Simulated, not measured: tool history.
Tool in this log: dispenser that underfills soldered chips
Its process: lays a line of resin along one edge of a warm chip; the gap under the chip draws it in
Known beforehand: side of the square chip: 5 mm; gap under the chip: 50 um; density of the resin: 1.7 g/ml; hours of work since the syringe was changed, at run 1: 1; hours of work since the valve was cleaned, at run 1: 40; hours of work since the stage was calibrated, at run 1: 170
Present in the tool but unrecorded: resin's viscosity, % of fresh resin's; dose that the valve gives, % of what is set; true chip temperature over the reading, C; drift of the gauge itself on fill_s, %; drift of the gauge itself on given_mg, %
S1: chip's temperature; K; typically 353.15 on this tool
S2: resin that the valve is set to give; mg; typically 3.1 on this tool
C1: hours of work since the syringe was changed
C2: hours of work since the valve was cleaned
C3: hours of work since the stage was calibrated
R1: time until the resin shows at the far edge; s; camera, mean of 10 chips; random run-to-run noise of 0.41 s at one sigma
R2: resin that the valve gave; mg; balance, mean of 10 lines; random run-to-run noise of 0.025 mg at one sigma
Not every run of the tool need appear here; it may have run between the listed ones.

run	day	S1	S2	C1	C2	C3	R1	R2
1	0	353.15	3.1	1	40	170	26.9	3
2	0.158	353.15	3.1	3	42	172	34.5	3
3	0.408	353.15	3.1	7	46	176	47.6	2.99
# day 0.692: new syringe of resin
4	0.712	353.15	3.1	0	50	180	28.2	2.93
# day 0.862: dispensing valve cleaned and set on the balance
5	1.038	353.15	3.1	4	3	184	40	3.11
6	1.221	353.15	3.1	7	5	187	50.5	3.13
7	1.383	353.15	3.1	10	8	189	62	3.08
# day 1.479: new syringe of resin
8	1.617	353.15	3.1	2	11	192	31.5	3.09
9	1.825	353.15	3.1	5	14	196	41.9	3.05
10	2.117	353.15	3.1	9	18	200	60.2	3.06
# day 2.2: new syringe of resin
11	2.342	353.15	3.1	2	21	203	31.2	3.05
12	2.538	353.15	3.1	5	24	206	40.1	3.06
13	2.771	347.15	3.32	8	28	209	63.8	3.23
# day 2.933: new syringe of resin
14	3.029	347.15	3.32	1	31	213	35.5	3.21
15	3.3	345.15	2.65	5	35	217	56.3	2.57
16	3.575	345.15	2.65	9	39	221	80.6	2.6
# day 3.679: new syringe of resin
17	3.879	353.15	2.77	3	44	225	35.8	2.67
18	4.025	353.15	2.77	5	46	227	43.8	2.66
19	4.188	350.15	3.95	8	48	230	54.8	3.79
# day 4.408: new syringe of resin
# day 4.479: dispensing valve cleaned and set on the balance
20	4.512	341.15	3.37	1	0	234	39.1	3.38
21	4.704	355.15	3.71	4	3	237	32.6	3.7
22	4.996	359.15	2.62	8	8	241	45.7	2.6
# day 5.183: new syringe of resin
23	5.25	359.15	2.62	1	11	244	25.7	2.57
24	5.429	345.15	2.85	4	14	247	46.8	2.87

Predict each of these 4 candidate next runs independently; none follows another, all start after run 24:
A	5.75	342.15	3.1	8	19	252	?	?
B	5.75	341.15	3.16	8	19	252	?	?
C	5.75	355.15	3.1	8	19	252	?	?
D	5.75	345.15	3.47	8	19	252	?	?

run	R1	R2
A	74.8	2.99
B	74.9	3.09
C	50.5	3.05
D	67.9	3.41
The same runs, with their run-to-run variation unchanged, on a tool lacking any hidden condition would have given:
run	R1	R2
A	37.7	3.04
B	37.5	3.14
C	25.2	3.1
D	34.4	3.46
